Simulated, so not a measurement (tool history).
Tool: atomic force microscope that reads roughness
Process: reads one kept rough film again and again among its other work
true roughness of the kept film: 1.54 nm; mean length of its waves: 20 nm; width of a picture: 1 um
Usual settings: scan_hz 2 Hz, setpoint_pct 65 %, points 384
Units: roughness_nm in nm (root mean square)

run 1 hour=0 | scan_hz=2 setpoint_pct=65 points=384 | roughness_nm=1.231
run 2 hour=25.2 | scan_hz=2 setpoint_pct=65 points=384 | roughness_nm=1.237
-- hour=32.5 new tip fitted
run 3 hour=46 | scan_hz=2.92 setpoint_pct=65 points=384 | roughness_nm=1.184
run 4 hour=67.2 | scan_hz=0.69 setpoint_pct=65 points=384 | roughness_nm=1.286
run 5 hour=96.8 | scan_hz=0.69 setpoint_pct=65 points=384 | roughness_nm=1.284
run 6 hour=128.1 | scan_hz=0.69 setpoint_pct=65 points=384 | roughness_nm=1.286
-- hour=149.7 new tip fitted
run 7 hour=151.3 | scan_hz=0.69 setpoint_pct=65 points=384 | roughness_nm=1.284
run 8 hour=176.1 | scan_hz=2.51 setpoint_pct=65 points=384 | roughness_nm=1.205
run 9 hour=204.3 | scan_hz=2.51 setpoint_pct=65 points=384 | roughness_nm=1.209
run 10 hour=234.1 | scan_hz=2 setpoint_pct=65 points=289 | roughness_nm=1.21
run 11 hour=259.5 | scan_hz=2 setpoint_pct=87 points=384 | roughness_nm=1.074
-- hour=266.2 new tip fitted
run 12 hour=280.4 | scan_hz=2 setpoint_pct=87 points=384 | roughness_nm=1.072
run 13 hour=306.3 | scan_hz=2 setpoint_pct=65 points=384 | roughness_nm=1.228
run 14 hour=323.3 | scan_hz=2 setpoint_pct=65 points=384 | roughness_nm=1.222
run 15 hour=344.7 | scan_hz=2 setpoint_pct=65 points=268 | roughness_nm=1.206
run 16 hour=360.4 | scan_hz=2 setpoint_pct=65 points=268 | roughness_nm=1.213
run 17 hour=379.7 | scan_hz=2 setpoint_pct=65 points=268 | roughness_nm=1.213
-- hour=383.8 new tip fitted
run 18 hour=408.5 | scan_hz=2 setpoint_pct=65 points=268 | roughness_nm=1.205
run 19 hour=431.2 | scan_hz=2.09 setpoint_pct=65 points=1007 | roughness_nm=1.244
run 20 hour=449.4 | scan_hz=2.24 setpoint_pct=56 points=361 | roughness_nm=1.24
run 21 hour=473 | scan_hz=2.24 setpoint_pct=56 points=361 | roughness_nm=1.26
-- hour=500.5 new tip fitted
run 22 hour=504 | scan_hz=2.24 setpoint_pct=56 points=361 | roughness_nm=1.243
run 23 hour=522.1 | scan_hz=2.36 setpoint_pct=60 points=712 | roughness_nm=1.255
run 24 hour=540 | scan_hz=2.36 setpoint_pct=60 points=712 | roughness_nm=1.249
run 25 hour=555.6 | scan_hz=0.77 setpoint_pct=60 points=489 | roughness_nm=1.306
run 26 hour=587.4 | scan_hz=2 setpoint_pct=85 points=305 | roughness_nm=1.083
run 27 hour=609.4 | scan_hz=3.28 setpoint_pct=63 points=340 | roughness_nm=1.188
-- hour=617.3 new tip fitted
run 28 hour=625.8 | scan_hz=2 setpoint_pct=73 points=636 | roughness_nm=1.197
run 29 hour=650.5 | scan_hz=0.57 setpoint_pct=79 points=604 | roughness_nm=1.267
run 30 hour=663.9 | scan_hz=2 setpoint_pct=65 points=435 | roughness_nm=1.238
run 31 hour=677.3 | scan_hz=2 setpoint_pct=65 points=435 | roughness_nm=1.227
run 32 hour=700.5 | scan_hz=3.3 setpoint_pct=62 points=429 | roughness_nm=1.207

Forecast run 33:
run 33 hour=730.5 | scan_hz=3.3 setpoint_pct=72 points=429 | roughness_nm=?

Run 33 gave roughness_nm 1.127 nm (root mean square).
Without the tool's hidden state the same run would have given roughness_nm 1.129 nm (root mean square).
